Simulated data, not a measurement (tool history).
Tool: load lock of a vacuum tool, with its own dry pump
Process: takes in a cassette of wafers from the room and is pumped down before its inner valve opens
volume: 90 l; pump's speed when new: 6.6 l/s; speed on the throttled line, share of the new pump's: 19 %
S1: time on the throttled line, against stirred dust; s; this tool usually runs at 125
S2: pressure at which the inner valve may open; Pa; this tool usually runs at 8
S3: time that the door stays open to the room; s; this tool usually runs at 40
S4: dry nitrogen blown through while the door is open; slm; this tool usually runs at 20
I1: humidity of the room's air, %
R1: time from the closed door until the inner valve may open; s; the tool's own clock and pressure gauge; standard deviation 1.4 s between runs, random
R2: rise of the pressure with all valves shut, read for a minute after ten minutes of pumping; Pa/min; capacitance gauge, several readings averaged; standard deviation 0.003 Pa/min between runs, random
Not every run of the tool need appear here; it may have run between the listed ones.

Run 1, hour 0: usual settings; I1 47.8. Result: R1 230.9 s, R2 0.161 Pa/min.
Run 2, hour 92: usual settings; I1 43.3. Result: R1 232.4 s, R2 0.165 Pa/min.
Run 3, hour 201.5: usual settings but S4 6 slm; I1 42.1. Result: R1 233.5 s, R2 0.185 Pa/min.
Run 4, hour 269.3: usual settings; I1 45.8. Result: R1 230.8 s, R2 0.177 Pa/min.
Run 5, hour 345: usual settings; I1 48.4. Result: R1 232.8 s, R2 0.179 Pa/min.
Run 6, hour 425.9: usual settings; I1 45. Result: R1 228.6 s, R2 0.173 Pa/min.
Run 7, hour 489: usual settings; I1 43.9. Result: R1 231.9 s, R2 0.184 Pa/min.
Run 8, hour 546: usual settings; I1 43.7. Result: R1 230.2 s, R2 0.18 Pa/min.
Run 9, hour 597.7: usual settings but S3 54 s; I1 45.2. Result: R1 230.7 s, R2 0.194 Pa/min.
Run 10, hour 703.4: usual settings but S3 54 s; I1 42. Result: R1 231.7 s, R2 0.197 Pa/min.
Run 11, hour 818.7: usual settings but S3 54 s; I1 45.9. Result: R1 232 s, R2 0.208 Pa/min.
Run 12, hour 883.6: usual settings but S4 5 slm; I1 45.7. Result: R1 230.7 s, R2 0.211 Pa/min.
Run 13, hour 1002.3: usual settings but S1 144 s, S2 13 Pa, S3 59 s, S4 44 slm; I1 45.4. Result: R1 240.6 s, R2 0.203 Pa/min.
Run 14, hour 1113.2: usual settings but S1 144 s, S2 13 Pa, S3 59 s, S4 44 slm; I1 44.7. Result: R1 240 s, R2 0.214 Pa/min.
Run 15, hour 1227.6: usual settings but S1 230 s, S3 50 s, S4 30 slm; I1 47.5. Result: R1 320 s, R2 0.222 Pa/min.
Run 16, hour 1302.2: usual settings but S3 97 s, S4 8 slm; I1 45.4. Result: R1 231.8 s, R2 0.247 Pa/min.
Run 17, hour 1393.2: usual settings but S2 6 Pa, S3 105 s; I1 42.3. Result: R1 239.1 s, R2 0.235 Pa/min.
Run 18, hour 1444.2: usual settings but S2 6 Pa, S3 105 s; I1 44.9. Result: R1 239.4 s, R2 0.24 Pa/min.
Run 19, hour 1517.3: usual settings but S1 108 s, S2 6 Pa, S3 105 s; I1 49.9. Result: R1 224.4 s, R2 0.252 Pa/min.
Run 20, hour 1578.3: usual settings but S1 93 s, S2 7 Pa, S4 9 slm; I1 46.3. Result: R1 208 s, R2 0.244 Pa/min.
Run 21, hour 1689.2: usual settings but S1 157 s, S2 10 Pa, S3 33 s, S4 5 slm; I1 44.8. Result: R1 254.5 s, R2 0.248 Pa/min.

What does the tool deliver on the next run?
Run 22, hour 1744: usual settings but S1 157 s, S2 10 Pa, S3 33 s, S4 5 slm; I1 43.6. Result: R1 ?, R2 ?.

Run 22 gave R1 255.2 s, R2 0.245 Pa/min.
With the hidden condition absent and the run-to-run variation left alone, this run would have shown R1 251.9 s, R2 0.019 Pa/min.

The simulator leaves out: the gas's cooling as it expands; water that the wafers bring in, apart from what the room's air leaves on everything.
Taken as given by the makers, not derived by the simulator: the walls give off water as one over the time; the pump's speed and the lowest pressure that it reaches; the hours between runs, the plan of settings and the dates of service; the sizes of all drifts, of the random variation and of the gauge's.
